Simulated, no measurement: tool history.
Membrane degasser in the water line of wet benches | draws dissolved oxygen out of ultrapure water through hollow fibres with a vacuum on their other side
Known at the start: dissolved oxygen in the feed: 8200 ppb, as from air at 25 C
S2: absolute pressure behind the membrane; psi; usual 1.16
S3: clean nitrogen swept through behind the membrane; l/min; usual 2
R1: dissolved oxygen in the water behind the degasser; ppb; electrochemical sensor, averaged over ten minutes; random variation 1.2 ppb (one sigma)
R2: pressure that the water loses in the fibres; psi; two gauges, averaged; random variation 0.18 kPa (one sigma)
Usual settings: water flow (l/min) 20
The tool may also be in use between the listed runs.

{"run": 1, "hour": 0.0, "water flow (l/min)": 20, "S2": 1.16, "S3": 2, "R1": 121.3, "R2": 4.772}
{"run": 2, "hour": 121.1, "water flow (l/min)": 20, "S2": 1.16, "S3": 2, "R1": 120, "R2": 4.823}
{"run": 3, "hour": 193.9, "water flow (l/min)": 20, "S2": 0.898, "S3": 2, "R1": 79, "R2": 4.82}
{"run": 4, "hour": 304.1, "water flow (l/min)": 20, "S2": 0.898, "S3": 2, "R1": 77.3, "R2": 4.831}
{"hour": 412.7, "done": "seals of the vacuum lines changed"}
{"run": 5, "hour": 418.8, "water flow (l/min)": 20, "S2": 1.16, "S3": 2, "R1": 119.7, "R2": 4.844}
{"run": 6, "hour": 514.7, "water flow (l/min)": 20, "S2": 1.16, "S3": 2, "R1": 121.4, "R2": 4.836}
{"run": 7, "hour": 567.0, "water flow (l/min)": 20, "S2": 1.16, "S3": 2, "R1": 117.8, "R2": 4.791}
{"run": 8, "hour": 661.5, "water flow (l/min)": 20, "S2": 1.16, "S3": 2, "R1": 120.8, "R2": 4.856}
{"run": 9, "hour": 745.0, "water flow (l/min)": 20, "S2": 1.16, "S3": 2, "R1": 120.2, "R2": 4.872}
{"run": 10, "hour": 859.5, "water flow (l/min)": 20, "S2": 1.16, "S3": 2, "R1": 119, "R2": 4.852}
{"run": 11, "hour": 941.6, "water flow (l/min)": 20, "S2": 1.16, "S3": 2, "R1": 121.6, "R2": 4.838}
{"run": 12, "hour": 1014.4, "water flow (l/min)": 20, "S2": 1.16, "S3": 2, "R1": 119.1, "R2": 4.856}
{"run": 13, "hour": 1124.4, "water flow (l/min)": 20, "S2": 1.16, "S3": 2, "R1": 119.9, "R2": 4.892}
{"run": 14, "hour": 1240.4, "water flow (l/min)": 20, "S2": 1.16, "S3": 2, "R1": 119.8, "R2": 4.792}
{"run": 15, "hour": 1329.9, "water flow (l/min)": 20, "S2": 1.16, "S3": 2, "R1": 119.2, "R2": 4.869}
{"run": 16, "hour": 1385.5, "water flow (l/min)": 20, "S2": 1.298, "S3": 2, "R1": 141.5, "R2": 4.918}
{"run": 17, "hour": 1494.6, "water flow (l/min)": 20, "S2": 1.298, "S3": 2, "R1": 141, "R2": 4.915}
{"run": 18, "hour": 1611.2, "water flow (l/min)": 20, "S2": 1.298, "S3": 2, "R1": 140.1, "R2": 4.879}
{"run": 19, "hour": 1683.7, "water flow (l/min)": 20, "S2": 1.16, "S3": 5.32, "R1": 52.8, "R2": 4.949}
{"run": 20, "hour": 1752.4, "water flow (l/min)": 20, "S2": 1.16, "S3": 5.32, "R1": 52, "R2": 4.898}
{"run": 21, "hour": 1806.6, "water flow (l/min)": 15, "S2": 1.16, "S3": 2.7, "R1": 66.8, "R2": 3.683}
{"run": 22, "hour": 1922.3, "water flow (l/min)": 15, "S2": 1.16, "S3": 2.7, "R1": 66.7, "R2": 3.658}
{"run": 23, "hour": 2020.6, "water flow (l/min)": 22, "S2": 0.96, "S3": 4.18, "R1": 54, "R2": 5.4}
{"run": 24, "hour": 2075.3, "water flow (l/min)": 20, "S2": 0.892, "S3": 0.96, "R1": 141, "R2": 4.911}
{"run": 25, "hour": 2142.1, "water flow (l/min)": 20, "S2": 0.892, "S3": 0.96, "R1": 143.9, "R2": 4.918}
{"run": 26, "hour": 2197.8, "water flow (l/min)": 20, "S2": 0.892, "S3": 2.37, "R1": 66.3, "R2": 4.952}
{"run": 27, "hour": 2301.1, "water flow (l/min)": 20, "S2": 0.892, "S3": 2.37, "R1": 66.5, "R2": 4.95}
{"hour": 2359.8, "done": "gauge calibrated"}
{"run": 28, "hour": 2359.8, "water flow (l/min)": 17, "S2": 2.431, "S3": 3.03, "R1": 186.1, "R2": 4.106}
{"run": 29, "hour": 2426.6, "water flow (l/min)": 17, "S2": 1.007, "S3": 1.65, "R1": 95.9, "R2": 4.092}
{"run": 30, "hour": 2535.5, "water flow (l/min)": 31, "S2": 1.096, "S3": 1.65, "R1": 206.9, "R2": 7.42}
{"run": 31, "hour": 2649.5, "water flow (l/min)": 30, "S2": 0.809, "S3": 1.21, "R1": 147.3, "R2": 7.221}
{"run": 32, "hour": 2747.5, "water flow (l/min)": 16, "S2": 1.16, "S3": 2, "R1": 97.2, "R2": 3.88}

Forecast each of these 4 alternatives for the next run:
{"run": "A", "hour": 2832.3, "water flow (l/min)": 29, "S2": 1.16, "S3": 2, "R1": "?", "R2": "?"}
{"run": "B", "hour": 2832.3, "water flow (l/min)": 17, "S2": 1.666, "S3": 4.21, "R1": "?", "R2": "?"}
{"run": "C", "hour": 2832.3, "water flow (l/min)": 27, "S2": 1.462, "S3": 2.31, "R1": "?", "R2": "?"}
{"run": "D", "hour": 2832.3, "water flow (l/min)": 16, "S2": 1.16, "S3": 3.71, "R1": "?", "R2": "?"}

run=A R1=176.5 R2=7.002
run=B R1=85.1 R2=4.138
run=C R1=201.2 R2=6.515
run=D R1=53.7 R2=3.852
Without the tool's hidden state the same runs would have given:
run=A R1=176.3 R2=6.956
run=B R1=85.1 R2=4.11
run=C R1=201 R2=6.473
run=D R1=53.6 R2=3.828
